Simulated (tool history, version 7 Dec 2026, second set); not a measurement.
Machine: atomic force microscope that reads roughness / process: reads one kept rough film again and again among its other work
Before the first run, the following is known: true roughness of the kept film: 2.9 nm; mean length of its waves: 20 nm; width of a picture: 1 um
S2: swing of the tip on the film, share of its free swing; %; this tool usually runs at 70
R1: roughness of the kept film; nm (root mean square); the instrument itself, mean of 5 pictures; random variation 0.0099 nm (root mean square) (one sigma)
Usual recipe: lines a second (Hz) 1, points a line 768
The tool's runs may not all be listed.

{"run": 1, "hour": 0.0, "lines a second (Hz)": 1, "S2": 70, "points a line": 768, "R1": 1.894}
{"run": 2, "hour": 12.4, "lines a second (Hz)": 1, "S2": 70, "points a line": 768, "R1": 1.829}
{"run": 3, "hour": 31.7, "lines a second (Hz)": 1, "S2": 70, "points a line": 768, "R1": 1.719}
{"run": 4, "hour": 46.5, "lines a second (Hz)": 1, "S2": 70, "points a line": 524, "R1": 1.636}
{"run": 5, "hour": 57.0, "lines a second (Hz)": 1, "S2": 70, "points a line": 524, "R1": 1.581}
{"run": 6, "hour": 65.4, "lines a second (Hz)": 1, "S2": 70, "points a line": 524, "R1": 1.544}
{"run": 7, "hour": 73.7, "lines a second (Hz)": 2.76, "S2": 70, "points a line": 524, "R1": 1.377}
{"run": 8, "hour": 85.2, "lines a second (Hz)": 2.76, "S2": 70, "points a line": 637, "R1": 1.334}
{"run": 9, "hour": 97.2, "lines a second (Hz)": 2.49, "S2": 70, "points a line": 768, "R1": 1.317}
{"hour": 107.1, "done": "new tip fitted"}
{"run": 10, "hour": 117.1, "lines a second (Hz)": 2.49, "S2": 70, "points a line": 768, "R1": 1.983}
{"run": 11, "hour": 129.3, "lines a second (Hz)": 2.49, "S2": 67, "points a line": 768, "R1": 1.95}
{"run": 12, "hour": 147.7, "lines a second (Hz)": 2.49, "S2": 67, "points a line": 768, "R1": 1.829}
{"run": 13, "hour": 163.2, "lines a second (Hz)": 2.49, "S2": 67, "points a line": 768, "R1": 1.735}
{"run": 14, "hour": 182.6, "lines a second (Hz)": 2.49, "S2": 67, "points a line": 768, "R1": 1.627}
{"run": 15, "hour": 201.2, "lines a second (Hz)": 0.65, "S2": 70, "points a line": 768, "R1": 1.68}
{"run": 16, "hour": 217.2, "lines a second (Hz)": 1, "S2": 62, "points a line": 760, "R1": 1.613}
{"run": 17, "hour": 233.3, "lines a second (Hz)": 1, "S2": 68, "points a line": 732, "R1": 1.518}
{"run": 18, "hour": 243.6, "lines a second (Hz)": 3.01, "S2": 72, "points a line": 412, "R1": 1.289}
{"run": 19, "hour": 258.1, "lines a second (Hz)": 1, "S2": 58, "points a line": 256, "R1": 1.423}
{"hour": 264.5, "done": "new tip fitted"}
{"run": 20, "hour": 271.4, "lines a second (Hz)": 1, "S2": 58, "points a line": 256, "R1": 2.177}
{"run": 21, "hour": 289.7, "lines a second (Hz)": 1, "S2": 58, "points a line": 256, "R1": 2.045}
{"run": 22, "hour": 306.0, "lines a second (Hz)": 1.22, "S2": 58, "points a line": 257, "R1": 1.902}
{"run": 23, "hour": 320.0, "lines a second (Hz)": 2.31, "S2": 77, "points a line": 274, "R1": 1.567}
{"run": 24, "hour": 329.2, "lines a second (Hz)": 0.84, "S2": 88, "points a line": 573, "R1": 1.674}
{"run": 25, "hour": 341.9, "lines a second (Hz)": 0.84, "S2": 88, "points a line": 573, "R1": 1.624}
{"run": 26, "hour": 358.0, "lines a second (Hz)": 0.84, "S2": 88, "points a line": 573, "R1": 1.545}
{"run": 27, "hour": 376.4, "lines a second (Hz)": 1, "S2": 70, "points a line": 581, "R1": 1.562}

Consider 5 possible next runs. They are alternatives, not a sequence: every one starts from the tool as it was left by run 27. What does each give?
{"run": "A", "hour": 389.7, "lines a second (Hz)": 1.37, "S2": 60, "points a line": 768, "R1": "?"}
{"run": "B", "hour": 389.7, "lines a second (Hz)": 1, "S2": 57, "points a line": 834, "R1": "?"}
{"run": "C", "hour": 389.7, "lines a second (Hz)": 2.04, "S2": 69, "points a line": 581, "R1": "?"}
{"run": "D", "hour": 389.7, "lines a second (Hz)": 1, "S2": 66, "points a line": 317, "R1": "?"}
{"run": "E", "hour": 389.7, "lines a second (Hz)": 2.03, "S2": 56, "points a line": 393, "R1": "?"}

run=A R1=1.538
run=B R1=1.575
run=C R1=1.428
run=D R1=1.499
run=E R1=1.509
What these runs would have given with no unlogged condition in the tool:
run=A R1=2.3
run=B R1=2.356
run=C R1=2.138
run=D R1=2.243
run=E R1=2.259

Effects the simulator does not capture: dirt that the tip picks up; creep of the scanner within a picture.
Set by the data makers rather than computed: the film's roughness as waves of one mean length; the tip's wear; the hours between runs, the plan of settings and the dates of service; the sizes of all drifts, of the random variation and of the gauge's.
